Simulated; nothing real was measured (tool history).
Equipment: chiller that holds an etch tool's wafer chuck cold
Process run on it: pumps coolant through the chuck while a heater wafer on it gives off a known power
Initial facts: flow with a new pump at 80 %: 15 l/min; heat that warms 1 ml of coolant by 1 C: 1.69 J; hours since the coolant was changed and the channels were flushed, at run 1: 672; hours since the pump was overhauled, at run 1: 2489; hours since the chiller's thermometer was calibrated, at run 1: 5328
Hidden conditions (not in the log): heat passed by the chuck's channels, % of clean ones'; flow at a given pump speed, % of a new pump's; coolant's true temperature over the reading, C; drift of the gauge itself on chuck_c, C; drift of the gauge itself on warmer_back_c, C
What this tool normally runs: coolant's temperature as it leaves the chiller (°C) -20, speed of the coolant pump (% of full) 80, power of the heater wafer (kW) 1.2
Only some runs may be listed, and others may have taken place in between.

run    hour  coolant's temperature as it leaves the chiller (°C)  speed of the coolant pump (% of full)  power of the heater wafer (kW)  hours since the coolant was changed and the channels were flushed  hours since the pump was overhauled  hours since the chiller's thermometer was calibrated  chuck's temperature once it has settled (°C)  how much warmer the coolant comes back (C)
  1       0                                                  -20                                     80                             1.2                                                                672                                 2489                                                  5328                                          -8.2                                        2.83
  2   128.3                                                  -20                                     67                             1.2                                                                801                                 2617                                                  5457                                          -6.3                                        3.44
  3   272.6                                                  -20                                     80                           1.018                                                                945                                 2761                                                  5601                                         -10.1                                        2.41
  4   365.3                                                  -20                                     80                             1.2                                                               1038                                 2854                                                  5694                                          -8.1                                        2.84
      404.8  -- chiller's thermometer calibrated
  5     481                                                  -20                                     97                             1.2                                                               1152                                 2969                                                    76                                          -9.9                                        2.31
  6   657.3                                                  -20                                     80                             1.2                                                               1329                                 3145                                                   253                                            -8                                        2.91
  7   769.5                                                  -20                                     80                             1.2                                                               1441                                 3257                                                   365                                          -8.2                                         2.9
  8   941.3                                                  -20                                     80                             1.2                                                               1613                                 3429                                                   536                                          -8.1                                        2.89
  9  1089.2                                                  -20                                     72                             1.2                                                               1760                                 3577                                                   684                                          -7.1                                        3.27
 10  1234.3                                                  -20                                     84                             1.2                                                               1906                                 3722                                                   830                                          -8.6                                        2.77
 11    1338                                                  -17                                     80                             1.2                                                               2009                                 3826                                                   933                                            -5                                        2.96
 12  1514.1                                                  -17                                     80                             1.2                                                               2185                                 4002                                                  1109                                          -5.2                                        2.95
 13  1672.6                                                  -17                                     80                             1.2                                                               2344                                 4160                                                  1268                                          -5.2                                        2.97
 14  1764.7                                                  -20                                     86                             1.2                                                               2436                                 4252                                                  1360                                          -8.9                                        2.76
 15  1915.1                                                  -20                                     86                             1.2                                                               2586                                 4403                                                  1510                                          -8.6                                        2.73
 16  2077.8                                                  -20                                     86                             1.2                                                               2749                                 4565                                                  1673                                          -8.9                                        2.75
 17  2194.5                                                  -20                                     86                             1.2                                                               2866                                 4682                                                  1790                                          -8.8                                        2.78
 18    2298                                                  -24                                     80                           1.307                                                               2969                                 4786                                                  1893                                         -10.9                                        3.28
 19  2391.1                                                  -17                                     82                           1.473                                                               3062                                 4879                                                  1986                                          -2.7                                        3.55
 20  2508.4                                                  -28                                     74                           0.705                                                               3180                                 4996                                                  2104                                         -20.7                                        2.01
 21  2656.5                                                  -23                                     83                           1.528                                                               3328                                 5144                                                  2252                                          -8.4                                        3.67
 22    2782                                                  -20                                     90                           1.153                                                               3453                                 5270                                                  2377                                          -9.6                                        2.61
 23  2882.1                                                  -25                                     90                           1.639                                                               3553                                 5370                                                  2477                                         -10.3                                        3.66
 24    2963                                                  -20                                     74                            0.62                                                               3634                                 5451                                                  2558                                         -13.4                                        1.81
 25  3059.1                                                  -15                                     80                           0.713                                                               3730                                 5547                                                  2654                                          -7.8                                        1.91
 26  3179.6                                                  -13                                     80                            0.84                                                               3851                                 5667                                                  2775                                          -4.9                                        2.22
 27  3308.1                                                  -29                                     80                           1.039                                                               3979                                 5796                                                  2903                                         -18.6                                        2.74
 28  3409.1                                                  -20                                     61                           0.635                                                               4080                                 5897                                                  3004                                         -12.3                                        2.17
 29    3510                                                  -20                                     61                           0.635                                                               4181                                 5998                                                  3105                                         -12.1                                        2.21
 30  3617.2                                                  -20                                     80                           0.644                                                               4289                                 6105                                                  3212                                         -13.7                                         1.8
 31  3695.2                                                  -16                                     75                           1.317                                                               4367                                 6183                                                  3290                                          -2.3                                        3.62

Take each entry between the runs: how does the hidden state at the last listed run before it differ from the hidden state at the first listed run after it?
Logged between run 4 and run 5: chiller's thermometer calibrated (hour 404.8)
  coolant's true temperature over the reading, C: 0.01 -> 0; drift of the gauge itself on warmer_back_c, C: 0.03 -> 0.04
  measured less the result without the state, how much warmer the coolant comes back (C): +0.03 -> +0.04
